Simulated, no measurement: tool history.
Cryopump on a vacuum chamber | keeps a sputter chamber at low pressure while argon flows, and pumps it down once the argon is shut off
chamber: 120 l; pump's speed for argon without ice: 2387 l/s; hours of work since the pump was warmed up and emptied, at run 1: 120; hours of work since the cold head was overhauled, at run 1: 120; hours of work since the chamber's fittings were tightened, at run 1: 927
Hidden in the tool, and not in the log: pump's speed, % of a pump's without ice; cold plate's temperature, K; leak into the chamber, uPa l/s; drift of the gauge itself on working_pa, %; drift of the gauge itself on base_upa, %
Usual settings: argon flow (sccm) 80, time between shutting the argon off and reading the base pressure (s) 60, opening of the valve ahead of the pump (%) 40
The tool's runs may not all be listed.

| run | hour | argon flow (sccm) | time between shutting the argon off and reading the base pressure (s) | opening of the valve ahead of the pump (%) | hours of work since the pump was warmed up and emptied | hours of work since the cold head was overhauled | hours of work since the chamber's fittings were tightened | pressure while argon flows (Pa) | pressure after the wait (uPa) |
|---|---|---|---|---|---|---|---|---|---|
| 1 | 0 | 80 | 60 | 40 | 120 | 120 | 927 | 0.1446 | 1.58 |
| 2 | 23.1 | 80 | 60 | 40 | 130 | 130 | 937 | 0.144 | 1.67 |
| 3 | 39.7 | 80 | 60 | 40 | 137 | 137 | 944 | 0.1455 | 1.63 |
| 4 | 55.1 | 80 | 60 | 40 | 144 | 144 | 951 | 0.1446 | 1.65 |
| 5 | 69.5 | 80 | 22 | 40 | 150 | 150 | 958 | 0.1447 | 2.07 |
| 6 | 86.5 | 80 | 60 | 40 | 157 | 157 | 965 | 0.1445 | 1.63 |
| 7 | 98.5 | 80 | 60 | 40 | 163 | 163 | 970 | 0.1444 | 1.67 |
| 8 | 122.7 | 80 | 60 | 40 | 173 | 173 | 981 | 0.1446 | 1.63 |
| 9 | 144.8 | 80 | 60 | 40 | 183 | 183 | 990 | 0.1458 | 1.65 |
| 10 | 168.6 | 38 | 60 | 40 | 193 | 193 | 1001 | 0.0684 | 1.71 |
| 11 | 181.7 | 36 | 60 | 40 | 199 | 199 | 1006 | 0.0655 | 1.73 |
| 12 | 205.6 | 36 | 60 | 40 | 209 | 209 | 1017 | 0.0661 | 1.73 |
| 13 | 216.7 | 36 | 60 | 40 | 214 | 214 | 1022 | 0.0662 | 1.79 |
| 14 | 238.4 | 36 | 60 | 40 | 224 | 224 | 1031 | 0.0662 | 1.79 |
| 15 | 262.6 | 80 | 201 | 40 | 234 | 234 | 1042 | 0.147 | 1.57 |
| 16 | 279.1 | 80 | 50 | 24 | 241 | 241 | 1049 | 0.2407 | 1.81 |
| 17 | 295.6 | 143 | 50 | 58 | 249 | 249 | 1056 | 0.1839 | 1.86 |

Run 18 comes next. What will it give?
| 18 | 314.1 | 95 | 28 | 24 | 257 | 257 | 1064 | ? | ? |

pressure while argon flows (Pa): 0.2866
pressure after the wait (uPa): 2.12
Without the tool's hidden state the same run would have given pressure while argon flows (Pa) 0.2806, pressure after the wait (uPa) 0.69.

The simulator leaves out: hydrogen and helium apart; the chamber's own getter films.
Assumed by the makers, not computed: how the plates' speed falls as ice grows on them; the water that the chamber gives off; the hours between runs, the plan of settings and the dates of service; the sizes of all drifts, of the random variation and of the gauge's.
